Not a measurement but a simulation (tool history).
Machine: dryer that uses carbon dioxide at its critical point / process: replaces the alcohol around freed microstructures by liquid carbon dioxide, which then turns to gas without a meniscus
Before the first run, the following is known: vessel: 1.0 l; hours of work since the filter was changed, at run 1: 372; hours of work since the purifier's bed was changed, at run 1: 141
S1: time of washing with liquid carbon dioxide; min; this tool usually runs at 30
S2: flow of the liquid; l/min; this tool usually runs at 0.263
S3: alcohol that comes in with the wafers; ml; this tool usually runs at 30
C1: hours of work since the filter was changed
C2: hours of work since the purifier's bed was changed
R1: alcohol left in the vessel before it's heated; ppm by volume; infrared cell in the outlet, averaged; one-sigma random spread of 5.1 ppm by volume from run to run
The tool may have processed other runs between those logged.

| run | hour | S1 | S2 | S3 | C1 | C2 | R1 |
|---|---|---|---|---|---|---|---|
| 1 | 0 | 30 | 0.263 | 30 | 372 | 141 | 110 |
| 2 | 4.9 | 30 | 0.263 | 30 | 374 | 143 | 101 |
| 3 | 14.1 | 48 | 0.263 | 30 | 379 | 147 | 17 |
| 4 | 23.9 | 18 | 0.263 | 30 | 383 | 152 | 977 |
| 5 | 34.1 | 30 | 0.325 | 30 | 388 | 156 | 39 |
| 6 | 41.8 | 30 | 0.325 | 30 | 391 | 160 | 34 |
| 7 | 52 | 30 | 0.263 | 30 | 396 | 165 | 107 |
| 8 | 62 | 22 | 0.263 | 22 | 401 | 169 | 351 |
| 9 | 67.6 | 22 | 0.263 | 36 | 403 | 172 | 571 |
| 10 | 74.3 | 45 | 0.354 | 57 | 406 | 175 | 15 |

Run 11 has not been measured yet. What should we expect?
| 11 | 82.5 | 30 | 0.233 | 34 | 410 | 179 | ? |

Run 11 measured R1 231 ppm by volume.
Were there no unlogged condition in the tool, this run, its random variation unchanged, would have produced R1 123 ppm by volume.
